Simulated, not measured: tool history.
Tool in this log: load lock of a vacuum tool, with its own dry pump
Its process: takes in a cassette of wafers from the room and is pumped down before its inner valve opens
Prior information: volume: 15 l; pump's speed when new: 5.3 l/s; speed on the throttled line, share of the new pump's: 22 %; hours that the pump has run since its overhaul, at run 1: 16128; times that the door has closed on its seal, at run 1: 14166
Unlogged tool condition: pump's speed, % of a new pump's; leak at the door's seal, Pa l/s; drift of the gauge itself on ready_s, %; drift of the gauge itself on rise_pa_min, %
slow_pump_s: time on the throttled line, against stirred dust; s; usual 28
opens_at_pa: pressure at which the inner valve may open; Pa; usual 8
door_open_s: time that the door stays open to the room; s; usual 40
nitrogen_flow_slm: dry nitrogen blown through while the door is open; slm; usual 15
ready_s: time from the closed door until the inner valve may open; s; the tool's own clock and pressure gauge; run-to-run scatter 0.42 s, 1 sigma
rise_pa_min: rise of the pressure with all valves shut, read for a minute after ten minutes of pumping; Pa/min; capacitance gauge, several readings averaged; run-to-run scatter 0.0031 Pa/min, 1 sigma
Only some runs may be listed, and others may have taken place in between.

run     day  slow_pump_s  opens_at_pa  door_open_s  nitrogen_flow_slm  hours that the pump has run since its overhaul  times that the door has closed on its seal  incoming humidity of the room's air, %  ready_s  rise_pa_min
  1       0           28            8           40                 15                                           16128                                       14166                                    46.7     54.8        0.184
  2   4.283           28            8           40                 15                                           16231                                       14373                                    46.2     54.6        0.181
  3   8.046           28            8           40                 15                                           16321                                       14555                                      49     54.9        0.194
  4  12.583           28            8           40                 15                                           16430                                       14775                                    45.2     54.2        0.191
  5  17.896           28            8           40                 36                                           16558                                       15032                                    44.8     54.7        0.168
  6  25.029           28            8           40                 15                                           16729                                       15377                                    42.6     54.4        0.192
  7  31.379           28            8           40                 15                                           16881                                       15685                                    46.2     54.3        0.201
  8  35.238           28            8           40                 15                                           16974                                       15871                                    44.2     54.3        0.205
  9  39.133           28           10           40                  9                                           17067                                       16060                                    49.1     53.7        0.221
 10  45.917           39           15          225                  4                                           17230                                       16388                                    43.3     60.3        0.302
 11  53.342           39           12          225                  7                                           17408                                       16748                                    44.5     60.8        0.294
 12  57.271           28           16           97                 15                                           17503                                       16938                                      43     52.5        0.243
     59.417  -- dry pump taken out, an overhauled one fitted
 13  62.633           28           16           97                 15                                              77                                       17185                                    44.7     46.4        0.248
 14  67.542           35            8           40                 32                                             195                                       17423                                    43.9     55.1        0.204
 15  73.683           15           10           50                  6                                             342                                       17720                                    44.6     39.4        0.254

The next listed run, before its measurement:
 16  80.292           15           10           50                  6                                             501                                       18040                                    41.6        ?            ?

{"run 16": {"ready_s": 38.1, "rise_pa_min": 0.254}}
On a tool with no hidden condition, and with the same random variation, this run would have come out at ready_s 37.8 s, rise_pa_min 0.088 Pa/min.

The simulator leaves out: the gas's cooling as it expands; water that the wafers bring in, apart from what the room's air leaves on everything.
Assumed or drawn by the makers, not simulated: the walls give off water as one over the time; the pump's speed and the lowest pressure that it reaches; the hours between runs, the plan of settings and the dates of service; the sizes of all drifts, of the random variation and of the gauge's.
